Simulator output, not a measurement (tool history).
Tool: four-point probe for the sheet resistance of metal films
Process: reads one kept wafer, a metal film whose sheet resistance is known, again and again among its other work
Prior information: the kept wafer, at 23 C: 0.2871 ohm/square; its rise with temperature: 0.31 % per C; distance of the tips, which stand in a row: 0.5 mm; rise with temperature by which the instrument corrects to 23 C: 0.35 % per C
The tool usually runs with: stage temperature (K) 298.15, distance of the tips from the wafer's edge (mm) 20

run    hour  stage temperature (K)  distance of the tips from the wafer's edge (mm)  sheet resistance as the instrument gives it (ohm/square)
  1     0.0                 298.15                                               20                                                  0.287032
  2    68.3                 300.15                                               20                                                  0.286755
  3   105.8                 300.15                                               20                                                  0.286651
  4   151.0                 298.15                                               18                                                  0.286893
  5   232.2                 298.15                                                4                                                  0.289265
  6   315.5                 300.15                                                4                                                  0.289111
  7   368.5                 298.15                                               20                                                  0.287044
  8   438.4                 298.15                                               20                                                  0.286860
  9   520.0                 298.15                                               67                                                  0.286950
 10   563.9                 298.15                                                9                                                  0.287355
 11   603.7                 298.15                                                9                                                  0.287165
 12   675.6                 298.15                                                9                                                  0.287431
 13   738.6                 296.15                                               20                                                  0.287214
 14   787.2                 298.15                                               20                                                  0.286918
 15   827.0                 298.15                                               20                                                  0.286904
 16   874.7                 293.15                                               20                                                  0.287620
 17   965.5                 307.15                                               20                                                  0.285752
 18  1016.5                 307.15                                                4                                                  0.287965
 19  1059.1                 302.15                                                5                                                  0.287912
     1098.7  -- stage's thermometer calibrated
 20  1144.9                 292.15                                               14                                                  0.287853
 21  1184.8                 292.15                                               14                                                  0.287910
 22  1269.7                 292.15                                               14                                                  0.287917
 23  1351.7                 306.15                                                7                                                  0.286597
 24  1425.3                 294.15                                               38                                                  0.287417
 25  1492.9                 292.15                                               20                                                  0.287730
 26  1583.7                 293.15                                               18                                                  0.287680
 27  1653.9                 295.15                                               37                                                  0.287150
 28  1697.0                 291.15                                               10                                                  0.288305
 29  1737.5                 299.15                                                8                                                  0.287359
 30  1776.9                 299.15                                                8                                                  0.287308
 31  1851.1                 296.15                                               51                                                  0.287093
 32  1911.6                 295.15                                                7                                                  0.288068
 33  1953.2                 295.15                                                7                                                  0.288040
 34  1990.0                 299.15                                               58                                                  0.286693

Alternative continuations, all from the tool just after run 34; predict every row:
  A  2040.0                 304.15                                               25                                                         ?
  B  2040.0                 301.15                                               15                                                         ?
  C  2040.0                 296.15                                               11                                                         ?
  D  2040.0                 307.15                                                3                                                         ?
  E  2040.0                 296.15                                                8                                                         ?

run  sheet resistance as the instrument gives it (ohm/square)
  A                                                  0.286135
  B                                                  0.286773
  C                                                  0.287455
  D                                                  0.289941
  E                                                  0.287775
The same runs, with their run-to-run variation unchanged, on a tool lacking any hidden condition would have given:
run  sheet resistance as the instrument gives it (ohm/square)
  A                                                  0.286136
  B                                                  0.286773
  C                                                  0.287456
  D                                                  0.289942
  E                                                  0.287776
